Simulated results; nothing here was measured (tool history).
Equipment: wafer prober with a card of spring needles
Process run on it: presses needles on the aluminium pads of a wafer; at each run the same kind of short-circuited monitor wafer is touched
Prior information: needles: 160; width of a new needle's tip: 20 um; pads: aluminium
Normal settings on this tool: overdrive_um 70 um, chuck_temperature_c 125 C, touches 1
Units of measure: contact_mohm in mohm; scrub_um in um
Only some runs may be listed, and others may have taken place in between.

run   hour  overdrive_um  chuck_temperature_c  touches  contact_mohm  scrub_um
  1    0.0            70                  125        1           176     16.66
      13.8  -- tips cleaned on abrasive film
      28.0  -- tips cleaned on abrasive film
  2   34.0            70                  125        1           180     16.64
      42.5  -- tips cleaned on abrasive film
      48.3  -- height of the first contact set anew
      58.6  -- tips cleaned on abrasive film
  3   67.4            70                  125        1           179     16.69
      73.8  -- tips cleaned on abrasive film
  4   82.3            70                  125        1           179     16.65
      90.2  -- tips cleaned on abrasive film
     104.7  -- tips cleaned on abrasive film
  5  114.9            70                  125        1           181     16.66
     120.3  -- tips cleaned on abrasive film
     134.8  -- tips cleaned on abrasive film
  6  136.4            70                  125        1           184     16.66
     150.0  -- tips cleaned on abrasive film
     164.4  -- tips cleaned on abrasive film
  7  164.8            70                  125        1           180     16.68
     179.3  -- tips cleaned on abrasive film
  8  182.9            70                  125        1           180     16.67
     194.7  -- tips cleaned on abrasive film
     209.8  -- tips cleaned on abrasive film
  9  210.1            70                  125        1           180     16.66
     224.1  -- tips cleaned on abrasive film
 10  237.0            70                  125        1           179     16.68
     240.0  -- tips cleaned on abrasive film
     255.2  -- tips cleaned on abrasive film
 11  259.0            85                  125        1           178     20.23
     269.3  -- tips cleaned on abrasive film
 12  274.4            70                  111        1           181     16.68
     283.8  -- tips cleaned on abrasive film
 13  290.8            63                  111        1           180     14.99
     300.7  -- tips cleaned on abrasive film
     304.3  -- height of the first contact set anew
 14  305.4            70                   33        1           161     16.67
     316.9  -- tips cleaned on abrasive film
 15  323.0            70                   33        1           163     16.66
     332.1  -- tips cleaned on abrasive film
     347.6  -- tips cleaned on abrasive film
 16  355.6            71                   41        2           163     16.90
     363.9  -- tips cleaned on abrasive film
 17  377.9            80                   97        1           174     19.04

Forecast run 18:
     381.0  -- tips cleaned on abrasive film
     396.5  -- tips cleaned on abrasive film
 18  402.7            80                   97        1             ?         ?

{"run 18": {"contact_mohm": 171, "scrub_um": 19.04}}
The same run, on a tool lacking any hidden state, would have yielded contact_mohm 171 mohm, scrub_um 19.04 um.

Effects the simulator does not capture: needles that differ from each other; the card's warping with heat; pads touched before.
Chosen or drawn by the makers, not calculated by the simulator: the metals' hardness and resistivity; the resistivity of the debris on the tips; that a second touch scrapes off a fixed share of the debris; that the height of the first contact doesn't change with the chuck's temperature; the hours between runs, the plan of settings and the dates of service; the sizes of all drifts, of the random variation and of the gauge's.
